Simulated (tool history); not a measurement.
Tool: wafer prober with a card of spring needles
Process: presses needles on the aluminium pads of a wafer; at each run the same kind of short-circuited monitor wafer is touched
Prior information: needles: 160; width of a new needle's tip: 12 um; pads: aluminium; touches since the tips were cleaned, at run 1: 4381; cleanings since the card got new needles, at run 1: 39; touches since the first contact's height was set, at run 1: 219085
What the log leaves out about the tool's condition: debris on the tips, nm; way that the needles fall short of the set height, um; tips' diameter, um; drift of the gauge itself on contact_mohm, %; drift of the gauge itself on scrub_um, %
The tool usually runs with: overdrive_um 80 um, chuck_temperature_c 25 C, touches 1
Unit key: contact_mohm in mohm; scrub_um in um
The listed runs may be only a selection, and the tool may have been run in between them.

run   hour  overdrive_um  chuck_temperature_c  touches  touches since the tips were cleaned  cleanings since the card got new needles  touches since the first contact's height was set  contact_mohm  scrub_um
  1    0.0            80                   25        1                                 4381                                        39                                            219085           181     21.53
       2.6  -- tips cleaned on abrasive film
  2   11.9            80                   25        2                                 2282                                        40                                            221986           167     20.92
      22.3  -- tips cleaned on abrasive film
  3   30.8            80                   25        2                                 2105                                        41                                            226600           167     21.08
      42.9  -- tips cleaned on abrasive film
  4   53.2            80                   25        1                                 2516                                        42                                            232055           175     21.20
      63.3  -- tips cleaned on abrasive film
  5   69.7            80                   25        1                                 1580                                        43                                            236086           170     21.11
      77.8  -- height of the first contact set anew
      83.9  -- tips cleaned on abrasive film
  6   91.8            70                   43        2                                 1936                                        44                                              3406           171     19.60
     104.6  -- tips cleaned on abrasive film
  7  112.4            70                   43        2                                 1916                                        45                                              8446           174     19.37
     124.9  -- tips cleaned on abrasive film
  8  128.9            80                   68        1                                  964                                        46                                             12451           176     22.13
     146.1  -- tips cleaned on abrasive film
  9  151.0            80                   27        2                                 1211                                        47                                             17855           164     22.38

Run 10 is up next; what results do you expect?
     166.4  -- tips cleaned on abrasive film
 10  172.8            80                   27        2                                 1570                                        48                                             23169             ?         ?

Run 10 measured contact_mohm 166 mohm, scrub_um 22.31 um.
Without the tool's hidden state the same run would have given contact_mohm 159 mohm, scrub_um 22.48 um.
